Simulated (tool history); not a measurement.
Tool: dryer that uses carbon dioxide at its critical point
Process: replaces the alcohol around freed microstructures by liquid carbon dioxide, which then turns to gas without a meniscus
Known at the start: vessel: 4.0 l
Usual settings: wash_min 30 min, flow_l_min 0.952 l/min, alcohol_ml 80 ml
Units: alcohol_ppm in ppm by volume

| run | hour | wash_min | flow_l_min | alcohol_ml | alcohol_ppm |
|---|---|---|---|---|---|
| 1 | 0.0 | 30 | 0.952 | 80 | 111 |
| 2 | 12.4 | 23 | 0.952 | 80 | 218 |
| 3 | 21.4 | 23 | 0.952 | 80 | 227 |
| 4 | 29.0 | 23 | 0.952 | 80 | 230 |
| 5 | 40.6 | 23 | 0.952 | 80 | 225 |
| 6 | 54.7 | 23 | 0.952 | 80 | 238 |
| 7 | 72.6 | 30 | 0.952 | 80 | 128 |
| 8 | 81.8 | 30 | 0.952 | 80 | 135 |
| 9 | 91.9 | 30 | 0.952 | 80 | 123 |
| 10 | 105.5 | 30 | 0.952 | 80 | 137 |
| 11 | 118.8 | 30 | 0.952 | 80 | 143 |
|  | 125.3 | inlet filter changed |
| 12 | 129.5 | 30 | 1.119 | 80 | 105 |
| 13 | 144.5 | 30 | 0.860 | 80 | 146 |
|  | 160.5 | purifier's bed changed |
| 14 | 164.4 | 30 | 0.952 | 80 | 22 |
| 15 | 182.4 | 30 | 0.952 | 80 | 31 |
| 16 | 190.7 | 30 | 0.952 | 80 | 33 |
| 17 | 203.9 | 30 | 0.952 | 80 | 27 |
| 18 | 211.2 | 25 | 0.952 | 80 | 85 |
| 19 | 220.0 | 25 | 0.952 | 80 | 93 |
| 20 | 230.4 | 25 | 0.952 | 80 | 83 |
| 21 | 242.6 | 25 | 0.952 | 80 | 96 |
| 22 | 258.5 | 25 | 0.952 | 80 | 107 |
| 23 | 275.2 | 30 | 0.601 | 80 | 338 |
| 24 | 292.1 | 30 | 0.601 | 43 | 205 |
| 25 | 304.1 | 32 | 1.340 | 43 | 29 |
| 26 | 311.7 | 32 | 1.242 | 43 | 29 |
| 27 | 326.0 | 31 | 0.952 | 44 | 37 |
| 28 | 337.9 | 25 | 0.650 | 63 | 447 |
| 29 | 352.5 | 38 | 0.878 | 97 | 43 |
| 30 | 364.2 | 38 | 0.878 | 97 | 55 |
| 31 | 380.8 | 44 | 1.319 | 80 | 44 |
| 32 | 388.4 | 30 | 1.303 | 71 | 39 |
|  | 394.4 | inlet filter changed |
| 33 | 405.4 | 24 | 1.479 | 60 | 43 |
| 34 | 420.7 | 34 | 1.479 | 60 | 44 |
| 35 | 431.5 | 19 | 1.352 | 66 | 84 |
| 36 | 438.9 | 30 | 1.261 | 80 | 52 |
| 37 | 451.3 | 30 | 1.261 | 80 | 50 |
| 38 | 461.0 | 46 | 0.764 | 82 | 56 |
| 39 | 468.7 | 32 | 1.536 | 37 | 49 |
| 40 | 477.6 | 24 | 0.748 | 80 | 339 |
| 41 | 488.7 | 24 | 0.748 | 80 | 361 |
| 42 | 505.1 | 33 | 0.748 | 34 | 84 |
| 43 | 513.4 | 33 | 0.879 | 34 | 77 |
| 44 | 527.6 | 33 | 0.879 | 34 | 75 |
| 45 | 544.0 | 25 | 0.976 | 22 | 86 |
| 46 | 554.4 | 30 | 1.047 | 80 | 83 |
| 47 | 565.4 | 30 | 0.643 | 50 | 228 |

3 ways to go on from here, each from the tool as it stands after run 47. What would each give?
| A | 581.0 | 41 | 1.214 | 80 | ? |
| B | 581.0 | 19 | 0.952 | 80 | ? |
| C | 581.0 | 30 | 0.667 | 53 | ? |

| run | alcohol_ppm |
|---|---|
| A | 71 |
| B | 430 |
| C | 224 |
Without the tool's hidden state the same runs would have given:
| run | alcohol_ppm |
|---|---|
| A | 7 |
| B | 231 |
| C | 96 |

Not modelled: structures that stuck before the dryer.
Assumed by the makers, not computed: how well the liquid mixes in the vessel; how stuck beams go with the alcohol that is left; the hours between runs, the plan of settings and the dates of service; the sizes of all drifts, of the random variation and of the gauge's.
